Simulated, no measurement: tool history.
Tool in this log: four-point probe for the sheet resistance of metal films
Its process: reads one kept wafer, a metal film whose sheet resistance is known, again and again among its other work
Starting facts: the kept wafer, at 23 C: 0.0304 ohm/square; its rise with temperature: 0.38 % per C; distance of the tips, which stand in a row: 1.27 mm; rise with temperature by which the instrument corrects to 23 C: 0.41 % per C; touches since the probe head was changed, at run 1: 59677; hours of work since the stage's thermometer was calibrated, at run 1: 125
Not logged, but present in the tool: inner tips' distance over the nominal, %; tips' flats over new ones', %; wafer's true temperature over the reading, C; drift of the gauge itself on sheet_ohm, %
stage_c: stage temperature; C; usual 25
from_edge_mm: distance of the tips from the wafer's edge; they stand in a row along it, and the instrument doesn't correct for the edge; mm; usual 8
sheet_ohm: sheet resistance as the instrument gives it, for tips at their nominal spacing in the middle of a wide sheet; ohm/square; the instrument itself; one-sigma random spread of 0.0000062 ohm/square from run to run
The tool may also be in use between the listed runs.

| run | hour | stage_c | from_edge_mm | touches since the probe head was changed | hours of work since the stage's thermometer was calibrated | sheet_ohm |
|---|---|---|---|---|---|---|
| 1 | 0 | 25 | 8 | 59677 | 125 | 0.030788 |
|  | 78.1 | new probe head fitted |
| 2 | 86.8 | 30 | 8 | 326 | 167 | 0.030761 |
| 3 | 137.2 | 30 | 8 | 2215 | 192 | 0.030755 |
| 4 | 221.5 | 25 | 8 | 5372 | 233 | 0.03079 |
| 5 | 287 | 22 | 8 | 7827 | 265 | 0.030818 |
| 6 | 386.7 | 22 | 8 | 11564 | 313 | 0.03081 |
| 7 | 488.3 | 22 | 8 | 15372 | 363 | 0.030829 |
| 8 | 583.9 | 22 | 8 | 18954 | 409 | 0.030812 |
| 9 | 695.8 | 34 | 6 | 23147 | 464 | 0.031041 |

Predict the results of run 10:
| 10 | 796.2 | 28 | 3 | 26909 | 513 | ? |

{"run 10": {"sheet_ohm": 0.033028}}
If the tool had no hidden condition, the same run with the same run-to-run variation would have returned sheet_ohm 0.03303 ohm/square.
